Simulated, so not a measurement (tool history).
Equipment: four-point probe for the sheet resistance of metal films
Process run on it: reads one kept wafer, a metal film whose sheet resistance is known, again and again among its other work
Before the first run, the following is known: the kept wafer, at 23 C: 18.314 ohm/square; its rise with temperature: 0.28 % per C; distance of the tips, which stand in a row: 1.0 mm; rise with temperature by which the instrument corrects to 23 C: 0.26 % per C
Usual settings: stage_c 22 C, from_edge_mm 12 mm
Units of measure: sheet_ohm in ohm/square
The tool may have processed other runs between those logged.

| run | day | stage_c | from_edge_mm | sheet_ohm |
|---|---|---|---|---|
| 1 | 0.000 | 22 | 12 | 18.423456 |
| 2 | 2.650 | 18 | 12 | 18.408205 |
| 3 | 6.779 | 18 | 12 | 18.413695 |
| 4 | 9.721 | 18 | 12 | 18.412978 |
| 5 | 14.667 | 18 | 12 | 18.424499 |
| 6 | 20.250 | 18 | 12 | 18.423236 |
| 7 | 23.904 | 18 | 12 | 18.428011 |
| 8 | 28.492 | 18 | 12 | 18.433094 |
| 9 | 33.354 | 18 | 12 | 18.433840 |
| 10 | 36.767 | 18 | 12 | 18.432221 |
| 11 | 40.371 | 22 | 12 | 18.457150 |
| 12 | 45.858 | 22 | 12 | 18.455115 |
| 13 | 51.850 | 22 | 12 | 18.469683 |
| 14 | 57.196 | 22 | 33 | 18.409496 |
| 15 | 60.588 | 22 | 33 | 18.407971 |
| 16 | 64.438 | 22 | 12 | 18.472664 |
| 17 | 67.112 | 22 | 12 | 18.487840 |
| 18 | 71.354 | 22 | 12 | 18.485088 |
| 19 | 75.571 | 22 | 12 | 18.488006 |
| 20 | 79.046 | 22 | 12 | 18.480502 |
| 21 | 82.883 | 22 | 12 | 18.491644 |
| 22 | 85.546 | 22 | 12 | 18.496253 |
| 23 | 88.608 | 22 | 12 | 18.491629 |
|  | 92.838 | stage's thermometer calibrated |
| 24 | 94.279 | 35 | 8 | 18.641042 |
| 25 | 100.412 | 28 | 5 | 18.858341 |
| 26 | 105.379 | 21 | 12 | 18.513709 |
| 27 | 109.075 | 19 | 13 | 18.492708 |
|  | 111.200 | stage's thermometer calibrated, once more |
| 28 | 114.408 | 28 | 36 | 18.442387 |
| 29 | 117.138 | 28 | 36 | 18.441771 |
| 30 | 122.483 | 20 | 10 | 18.504280 |
| 31 | 125.033 | 20 | 10 | 18.507521 |
| 32 | 129.150 | 19 | 34 | 18.412408 |
| 33 | 134.317 | 30 | 35 | 18.467810 |
| 34 | 137.192 | 23 | 24 | 18.446782 |
| 35 | 140.296 | 30 | 4 | 19.061721 |
| 36 | 143.142 | 30 | 4 | 19.062270 |
| 37 | 148.942 | 26 | 52 | 18.450755 |
| 38 | 151.688 | 28 | 3 | 19.502338 |
| 39 | 155.725 | 19 | 23 | 18.439602 |
| 40 | 161.504 | 19 | 23 | 18.457529 |
| 41 | 165.808 | 27 | 12 | 18.544469 |
| 42 | 171.562 | 27 | 12 | 18.550014 |
| 43 | 176.975 | 27 | 12 | 18.549543 |
| 44 | 182.888 | 25 | 12 | 18.546163 |
| 45 | 185.983 | 26 | 20 | 18.507136 |

Consider 4 possible next runs. They are alternatives, not a sequence: every one starts from the tool as it was left by run 45. What does each give?
| A | 189.633 | 26 | 32 | ? |
| B | 189.633 | 22 | 14 | ? |
| C | 189.633 | 21 | 9 | ? |
| D | 189.633 | 21 | 10 | ? |

| run | sheet_ohm |
|---|---|
| A | 18.501644 |
| B | 18.516982 |
| C | 18.589775 |
| D | 18.565332 |
Stripped of hidden state, with their random variation kept, the same runs would have yielded:
| run | sheet_ohm |
|---|---|
| A | 18.342478 |
| B | 18.357460 |
| C | 18.429604 |
| D | 18.405359 |
